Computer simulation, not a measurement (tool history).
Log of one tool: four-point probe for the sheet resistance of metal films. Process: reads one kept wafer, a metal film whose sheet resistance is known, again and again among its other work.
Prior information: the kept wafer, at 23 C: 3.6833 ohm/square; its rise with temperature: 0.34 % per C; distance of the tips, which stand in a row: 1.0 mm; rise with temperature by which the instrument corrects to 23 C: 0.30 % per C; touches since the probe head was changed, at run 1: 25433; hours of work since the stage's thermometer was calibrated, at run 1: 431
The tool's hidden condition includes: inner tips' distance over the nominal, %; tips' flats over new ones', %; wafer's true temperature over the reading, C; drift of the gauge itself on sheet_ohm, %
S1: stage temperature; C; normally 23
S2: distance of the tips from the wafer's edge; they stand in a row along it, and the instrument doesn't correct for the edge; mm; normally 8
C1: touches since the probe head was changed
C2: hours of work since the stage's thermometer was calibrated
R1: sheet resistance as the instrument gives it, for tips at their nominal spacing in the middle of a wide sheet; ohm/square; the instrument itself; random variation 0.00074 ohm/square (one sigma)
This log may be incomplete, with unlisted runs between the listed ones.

run   hour  S1  S2     C1   C2        R1
  1      0  23   8  25433  431  3.718935
  2   20.4  23   8  25846  444   3.71795
  3   41.7  23   8  26277  458  3.719633
  4   71.9  23   8  26886  477  3.718807
  5     87  23   8  27192  487  3.718204
  6   99.7  23   8  27449  495  3.718127
     102.9  -- stage's thermometer calibrated
  7  121.3  23   8  27876   12  3.720196
  8  152.3  19   8  28503   32  3.713264
  9    174  29  31  28941   46   3.69998
     190.4  -- stage's thermometer calibrated, once more
 10  200.6  20  49  29470    7  3.680383
 11  214.5  24  67  29751   15  3.684785

Predict each of these 5 candidate next runs independently; none follows another, all start after run 11:
  A   236  22  24  30187  29   ?
  B   236  30  12  30187  29   ?
  C   236  33   8  30187  29   ?
  D   236  33   6  30187  29   ?
  E   236  24  23  30187  29   ?

run        R1
  A  3.684144
  B   3.70853
  C  3.730086
  D  3.752821
  E  3.687456
Take away the tool's hidden state, keep each run's random variation, and the runs would have read:
run        R1
  A  3.684008
  B  3.708378
  C  3.729927
  D  3.752661
  E  3.687316
